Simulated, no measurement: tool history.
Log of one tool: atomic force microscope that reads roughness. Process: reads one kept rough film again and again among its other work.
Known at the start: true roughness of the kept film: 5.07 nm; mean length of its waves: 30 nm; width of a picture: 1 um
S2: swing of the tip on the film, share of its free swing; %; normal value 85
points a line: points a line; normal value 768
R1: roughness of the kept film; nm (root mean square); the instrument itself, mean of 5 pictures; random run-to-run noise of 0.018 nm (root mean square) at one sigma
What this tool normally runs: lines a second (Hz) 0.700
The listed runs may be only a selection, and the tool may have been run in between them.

Run 1, hour 0.0: usual settings. Result: R1 4.367 nm (root mean square).
Run 2, hour 20.4: usual settings. Result: R1 4.248 nm (root mean square).
Run 3, hour 51.1: usual settings but S2 70 %. Result: R1 4.230 nm (root mean square).
Run 4, hour 65.3: usual settings but S2 70 %. Result: R1 4.224 nm (root mean square).
Run 5, hour 87.6: usual settings but S2 70 %. Result: R1 4.157 nm (root mean square).
Run 6, hour 102.3: usual settings but lines a second (Hz) 2.913. Result: R1 3.460 nm (root mean square).
At hour 132.1: new tip fitted.
Run 7, hour 132.8: usual settings but lines a second (Hz) 2.913. Result: R1 3.733 nm (root mean square).
Run 8, hour 147.9: usual settings but lines a second (Hz) 2.913. Result: R1 3.725 nm (root mean square).
Run 9, hour 180.0: usual settings. Result: R1 4.160 nm (root mean square).
Run 10, hour 194.0: usual settings. Result: R1 4.129 nm (root mean square).
Run 11, hour 219.7: usual settings. Result: R1 4.029 nm (root mean square).
Run 12, hour 241.8: usual settings but S2 88 %. Result: R1 3.906 nm (root mean square).
At hour 264.5: new tip fitted.
Run 13, hour 264.5: usual settings but S2 88 %. Result: R1 4.321 nm (root mean square).
Run 14, hour 288.7: usual settings but S2 88 %. Result: R1 4.223 nm (root mean square).
Run 15, hour 307.3: usual settings but S2 88 %. Result: R1 4.169 nm (root mean square).
Run 16, hour 328.6: usual settings but points a line 389. Result: R1 4.094 nm (root mean square).
Run 17, hour 343.4: usual settings but points a line 389. Result: R1 4.040 nm (root mean square).
Run 18, hour 364.4: usual settings. Result: R1 3.994 nm (root mean square).
At hour 397.6: new tip fitted.
Run 19, hour 397.6: usual settings. Result: R1 4.353 nm (root mean square).
Run 20, hour 412.7: usual settings. Result: R1 4.277 nm (root mean square).
Run 21, hour 431.1: usual settings but S2 74 %. Result: R1 4.312 nm (root mean square).
Run 22, hour 456.0: usual settings but S2 74 %. Result: R1 4.234 nm (root mean square).
Run 23, hour 483.0: usual settings but S2 60 %. Result: R1 4.210 nm (root mean square).
Run 24, hour 513.5: usual settings but S2 60 %. Result: R1 4.114 nm (root mean square).
At hour 530.3: new tip fitted.
Run 25, hour 534.7: usual settings but S2 60 %. Result: R1 4.527 nm (root mean square).
Run 26, hour 548.2: usual settings but S2 60 %. Result: R1 4.413 nm (root mean square).
Run 27, hour 565.7: usual settings but S2 60 %. Result: R1 4.396 nm (root mean square).
Run 28, hour 595.6: usual settings but S2 60 %. Result: R1 4.257 nm (root mean square).
Run 29, hour 624.0: usual settings but S2 73 %. Result: R1 4.101 nm (root mean square).
Run 30, hour 656.0: usual settings but lines a second (Hz) 1.441, S2 71 %, points a line 528. Result: R1 3.939 nm (root mean square).
At hour 663.0: new tip fitted.
Run 31, hour 673.4: usual settings but points a line 659. Result: R1 4.289 nm (root mean square).
Run 32, hour 706.0: usual settings but lines a second (Hz) 2.792. Result: R1 3.639 nm (root mean square).
Run 33, hour 731.0: usual settings but lines a second (Hz) 0.551, S2 70 %, points a line 303. Result: R1 4.164 nm (root mean square).
Run 34, hour 748.1: usual settings but lines a second (Hz) 0.741, S2 87 %, points a line 382. Result: R1 3.986 nm (root mean square).
Run 35, hour 763.3: usual settings but lines a second (Hz) 0.741, S2 87 %, points a line 382. Result: R1 3.924 nm (root mean square).
Run 36, hour 794.5: usual settings but lines a second (Hz) 0.871, S2 83 %, points a line 524. Result: R1 3.842 nm (root mean square).
At hour 797.6: new tip fitted.
Run 37, hour 815.2: usual settings but lines a second (Hz) 0.871, S2 83 %, points a line 524. Result: R1 4.239 nm (root mean square).
Run 38, hour 834.5: usual settings but lines a second (Hz) 1.110, points a line 646. Result: R1 4.101 nm (root mean square).
Run 39, hour 861.1: usual settings but lines a second (Hz) 1.110, points a line 646. Result: R1 3.979 nm (root mean square).
Run 40, hour 883.9: usual settings but lines a second (Hz) 1.560, S2 58 %, points a line 804. Result: R1 4.155 nm (root mean square).
Run 41, hour 912.6: usual settings but points a line 393. Result: R1 3.940 nm (root mean square).
At hour 930.3: new tip fitted.
Run 42, hour 932.9: usual settings but lines a second (Hz) 2.496, points a line 393. Result: R1 3.844 nm (root mean square).
Run 43, hour 952.0: usual settings but lines a second (Hz) 2.496, points a line 393. Result: R1 3.768 nm (root mean square).
Run 44, hour 971.0: usual settings but lines a second (Hz) 2.322, S2 80 %. Result: R1 3.887 nm (root mean square).
Run 45, hour 996.0: usual settings but lines a second (Hz) 2.322, S2 80 %. Result: R1 3.814 nm (root mean square).
Run 46, hour 1024.6: usual settings but lines a second (Hz) 1.693, S2 69 %. Result: R1 3.996 nm (root mean square).
Run 47, hour 1048.1: usual settings but lines a second (Hz) 1.693, S2 69 %. Result: R1 3.938 nm (root mean square).

What would each run have given without the hidden state, its run-to-run variation left as it was?
Hidden state present: radius of the tip, nm; height scale over the true one, %; drift of the gauge itself on roughness_nm, %.
run     R1
  1  4.366
  2  4.327
  3  4.426
  4  4.470
  5  4.474
  6  3.768
  7  3.730
  8  3.772
  9  4.328
 10  4.348
 11  4.334
 12  4.277
 13  4.309
 14  4.303
 15  4.316
 16  4.311
 17  4.304
 18  4.332
 19  4.348
 20  4.329
 21  4.432
 22  4.438
 23  4.504
 24  4.507
 25  4.529
 26  4.460
 27  4.508
 28  4.476
 29  4.408
 30  4.343
 31  4.346
 32  3.795
 33  4.430
 34  4.298
 35  4.276
 36  4.297
 37  4.296
 38  4.224
 39  4.190
 40  4.454
 41  4.318
 42  3.850
 43  3.831
 44  4.014
 45  4.017
 46  4.307
 47  4.324
